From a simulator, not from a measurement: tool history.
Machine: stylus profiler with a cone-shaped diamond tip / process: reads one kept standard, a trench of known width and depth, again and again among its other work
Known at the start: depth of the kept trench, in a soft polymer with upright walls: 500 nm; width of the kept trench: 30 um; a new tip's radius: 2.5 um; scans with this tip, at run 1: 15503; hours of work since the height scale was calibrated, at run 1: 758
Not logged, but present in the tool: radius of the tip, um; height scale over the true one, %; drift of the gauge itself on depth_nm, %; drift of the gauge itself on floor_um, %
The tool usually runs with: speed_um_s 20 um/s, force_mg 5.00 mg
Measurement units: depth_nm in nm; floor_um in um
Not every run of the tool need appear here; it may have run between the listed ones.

run,hour,speed_um_s,force_mg,scans with this tip,hours of work since the height scale was calibrated,depth_nm,floor_um
1,0.0,20,5.00,15503,758,506.24,25.44
2,77.3,20,5.00,15796,802,506.22,25.44
3,179.1,30,5.00,16183,860,506.19,25.40
4,269.1,20,5.00,16525,912,505.98,25.35
5,362.1,20,5.00,16878,965,505.73,25.34
6,453.0,20,5.00,17223,1017,505.63,25.33
7,522.7,20,5.00,17488,1057,505.30,25.29
8,613.1,18,5.00,17831,1108,505.57,25.25
9,665.3,18,2.86,18029,1138,503.23,25.17
10,751.3,18,2.86,18355,1187,502.88,25.25
11,825.5,18,2.86,18637,1229,502.83,25.20
12,914.3,18,2.86,18975,1280,502.41,25.20
13,993.0,29,5.00,19273,1325,504.99,25.19
14,1066.9,29,5.00,19554,1367,505.01,25.05
15,1140.8,29,5.00,19834,1409,504.78,25.13
16,1210.3,29,5.00,20098,1449,504.60,25.09
# hour 1273.6: height scale calibrated on a step standard
17,1274.0,20,3.28,20338,0,501.04,25.11
18,1337.6,20,5.00,20580,36,502.76,25.11
19,1402.0,20,5.00,20825,73,502.56,25.06
20,1503.1,20,13.87,21208,131,510.24,25.00
21,1601.3,20,5.00,21581,187,502.57,24.98
22,1671.5,28,13.02,21848,227,509.39,24.93
# hour 1680.6: height scale calibrated on a step standard, once more
23,1779.8,28,13.02,22257,57,515.42,24.95
24,1833.5,13,6.21,22461,87,509.32,24.88
25,1930.2,66,3.45,22828,142,505.92,24.82

Run 26 comes next. What will it give?
26,1995.6,66,3.45,23076,180,?,?

depth_nm: 505.81 nm
floor_um: 24.72 um
Take away the tool's hidden state, keep the run-to-run variation as it was, and the same run would have given depth_nm 506.23 nm, floor_um 26.82 um.
